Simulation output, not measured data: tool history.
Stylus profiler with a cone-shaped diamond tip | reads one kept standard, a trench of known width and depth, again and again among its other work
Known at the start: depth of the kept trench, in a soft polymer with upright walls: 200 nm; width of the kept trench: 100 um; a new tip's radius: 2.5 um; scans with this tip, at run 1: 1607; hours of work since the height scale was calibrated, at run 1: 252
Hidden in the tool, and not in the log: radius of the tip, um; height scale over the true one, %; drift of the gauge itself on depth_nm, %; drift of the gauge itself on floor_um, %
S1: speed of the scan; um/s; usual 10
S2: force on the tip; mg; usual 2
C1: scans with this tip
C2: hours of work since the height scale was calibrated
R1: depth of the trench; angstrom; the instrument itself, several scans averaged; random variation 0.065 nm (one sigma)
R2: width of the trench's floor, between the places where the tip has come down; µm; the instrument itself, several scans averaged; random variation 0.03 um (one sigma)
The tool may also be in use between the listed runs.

run	hour	S1	S2	C1	C2	R1	R2
1	0	10	2	1607	252	2015.1	98
2	8.5	5	2	1643	258	2014.1	98.02
3	21.1	10	2	1697	267	2015.5	97.96
4	31.7	10	2	1743	274	2015.4	97.98
5	39.8	5	2	1777	279	2016.4	98
6	46.1	10	4.3	1804	283	2026.3	98
7	56	10	2	1847	290	2014.9	97.95
8	64.8	10	2	1884	296	2014.6	97.97
9	71.4	10	2	1913	300	2016.9	97.98
10	83.4	10	2.65	1965	308	2018.6	97.99
11	97.8	10	2.65	2026	318	2018.1	98
12	112.1	10	2.65	2087	328	2017.1	98
13	121.6	10	2.65	2128	334	2018.3	97.99
14	134.4	10	2.65	2183	343	2017.7	97.99
15	141.6	18	2.35	2214	348	2018	97.98
16	153.8	33	1.2	2266	356	2010.4	97.79

Forecast run 17:
17	161.5	39	4.4	2299	361	?	?

R1: 2026 angstrom
R2: 97.92 µm
Without the tool's hidden state the same run would have given R1 2026 angstrom, R2 97.93 µm.
